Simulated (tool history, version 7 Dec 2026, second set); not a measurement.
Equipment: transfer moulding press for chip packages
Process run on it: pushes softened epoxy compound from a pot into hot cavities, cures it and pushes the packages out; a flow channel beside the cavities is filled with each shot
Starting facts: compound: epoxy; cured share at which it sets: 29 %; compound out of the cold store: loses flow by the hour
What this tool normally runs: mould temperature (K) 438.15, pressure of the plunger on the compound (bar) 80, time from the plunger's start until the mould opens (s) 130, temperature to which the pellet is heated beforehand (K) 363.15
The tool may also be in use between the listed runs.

run,hour,mould temperature (K),pressure of the plunger on the compound (bar),time from the plunger's start until the mould opens (s),temperature to which the pellet is heated beforehand (K),incoming compound's hours out of the cold store,length that the compound runs in the flow channel (mm),greatest force on the pins that push the packages out (N)
1,0,438.15,80,130,363.15,28,639,422
# hour 11.9: mould's thermocouples calibrated
2,30.6,438.15,80,130,363.15,28.1,632,505
# hour 53.2: cavities cleaned with cleaning compound and waxed
3,59.4,438.15,80,130,363.15,15.6,655,364
4,84.2,438.15,80,130,363.15,17.5,650,419
5,111,438.15,80,130,363.15,33.5,610,461
6,140.1,438.15,80,130,363.15,33.7,605,494
# hour 144.3: cavities cleaned with cleaning compound and waxed
7,169,438.15,80,130,360.15,27.5,620,400
8,185.6,438.15,98.2,130,363.15,45.2,645,413
9,201,433.15,98.2,130,368.15,38.2,667,609
10,219.6,433.15,98.2,130,368.15,12.9,731,697
11,231.9,432.15,98.2,130,360.15,27.5,684,760
# hour 236.1: cavities cleaned with cleaning compound and waxed
12,255.8,432.15,73.1,147,360.15,43.3,570,417
13,276.6,432.15,73.1,147,360.15,37.4,562,517
14,303.3,432.15,73.1,147,360.15,24.6,591,570
# hour 327.2: cavities cleaned with cleaning compound and waxed
15,328.2,439.15,73.1,136,360.15,34.5,550,318

Forecast each of these 5 alternatives for the next run:
A,356.6,444.15,73.1,136,360.15,14.8,?,?
B,356.6,438.15,79.5,164,360.15,21.8,?,?
C,356.6,438.15,75.5,112,363.15,14.5,?,?
D,356.6,432.15,80,130,353.15,9.5,?,?
E,356.6,439.15,60.4,136,360.15,39.5,?,?

run,length that the compound runs in the flow channel (mm),greatest force on the pins that push the packages out (N)
A,584,343
B,593,362
C,598,574
D,635,696
E,493,380
What these runs would have given with no unlogged condition in the tool:
run,length that the compound runs in the flow channel (mm),greatest force on the pins that push the packages out (N)
A,670,260
B,681,276
C,686,448
D,729,546
E,567,290
